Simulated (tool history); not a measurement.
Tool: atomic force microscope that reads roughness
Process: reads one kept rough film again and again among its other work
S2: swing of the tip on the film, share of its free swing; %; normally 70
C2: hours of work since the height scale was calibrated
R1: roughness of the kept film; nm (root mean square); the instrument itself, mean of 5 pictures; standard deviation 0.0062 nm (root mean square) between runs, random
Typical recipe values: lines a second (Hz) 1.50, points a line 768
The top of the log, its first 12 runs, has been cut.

At hour 226.3: new tip fitted.
Run 13, hour 238.7: usual settings; pictures with this tip 16; C2 582. Result: R1 1.111 nm (root mean square).
Run 14, hour 250.4: usual settings; pictures with this tip 32; C2 591. Result: R1 1.065 nm (root mean square).
Run 15, hour 270.7: usual settings but S2 72 %; pictures with this tip 59; C2 605. Result: R1 0.986 nm (root mean square).
At hour 292.9: new tip fitted.
Run 16, hour 296.6: usual settings but S2 72 %; pictures with this tip 5; C2 623. Result: R1 1.129 nm (root mean square).
Run 17, hour 317.1: usual settings but S2 72 %; pictures with this tip 32; C2 637. Result: R1 1.066 nm (root mean square).
Run 18, hour 335.7: usual settings but S2 72 %; pictures with this tip 57; C2 651. Result: R1 1.003 nm (root mean square).
Run 19, hour 348.9: usual settings but lines a second (Hz) 1.11; pictures with this tip 75; C2 660. Result: R1 0.990 nm (root mean square).
At hour 359.8: new tip fitted.
Run 20, hour 370.8: usual settings but lines a second (Hz) 1.11, S2 57 %; pictures with this tip 15; C2 675. Result: R1 1.185 nm (root mean square).
Run 21, hour 389.6: usual settings but S2 64 %; pictures with this tip 40; C2 688. Result: R1 1.073 nm (root mean square).
Run 22, hour 405.0: usual settings but S2 64 %; pictures with this tip 61; C2 699. Result: R1 1.035 nm (root mean square).
At hour 426.0: new tip fitted.
Run 23, hour 426.3: usual settings but S2 64 %; pictures with this tip 0; C2 714. Result: R1 1.187 nm (root mean square).
Run 24, hour 453.3: usual settings but points a line 352; pictures with this tip 36; C2 733. Result: R1 1.020 nm (root mean square).
Run 25, hour 471.9: usual settings but points a line 352; pictures with this tip 61; C2 746. Result: R1 0.984 nm (root mean square).
At hour 491.6: new tip fitted.
Run 26, hour 493.3: usual settings but points a line 461; pictures with this tip 2; C2 761. Result: R1 1.132 nm (root mean square).
Run 27, hour 520.7: usual settings but points a line 461; pictures with this tip 39; C2 781. Result: R1 1.035 nm (root mean square).
Run 28, hour 539.9: usual settings but points a line 965; pictures with this tip 64; C2 794. Result: R1 0.988 nm (root mean square).
At hour 557.9: new tip fitted.
Run 29, hour 564.5: usual settings but points a line 965; pictures with this tip 9; C2 811. Result: R1 1.125 nm (root mean square).
Run 30, hour 582.3: usual settings but S2 60 %, points a line 266; pictures with this tip 33; C2 824. Result: R1 1.068 nm (root mean square).
Run 31, hour 595.5: usual settings but points a line 289; pictures with this tip 51; C2 833. Result: R1 0.978 nm (root mean square).
Run 32, hour 607.9: usual settings but S2 65 %, points a line 289; pictures with this tip 67; C2 842. Result: R1 0.973 nm (root mean square).
At hour 624.3: new tip fitted.
Run 33, hour 626.8: usual settings but lines a second (Hz) 2.90, S2 72 %, points a line 295; pictures with this tip 4; C2 855. Result: R1 1.012 nm (root mean square).
Run 34, hour 654.4: usual settings but lines a second (Hz) 2.90, S2 72 %, points a line 295; pictures with this tip 40; C2 875. Result: R1 0.930 nm (root mean square).
Run 35, hour 672.0: usual settings but lines a second (Hz) 2.09, S2 84 %, points a line 521; pictures with this tip 64; C2 887. Result: R1 0.857 nm (root mean square).

Run 36 is up next; what results do you expect?
Run 36, hour 684.3: usual settings but lines a second (Hz) 2.09, S2 84 %, points a line 521; pictures with this tip 80; C2 896. Result: R1 ?.

R1: 0.830 nm (root mean square)
With no hidden state in the tool, this same run would have given R1 1.016 nm (root mean square).
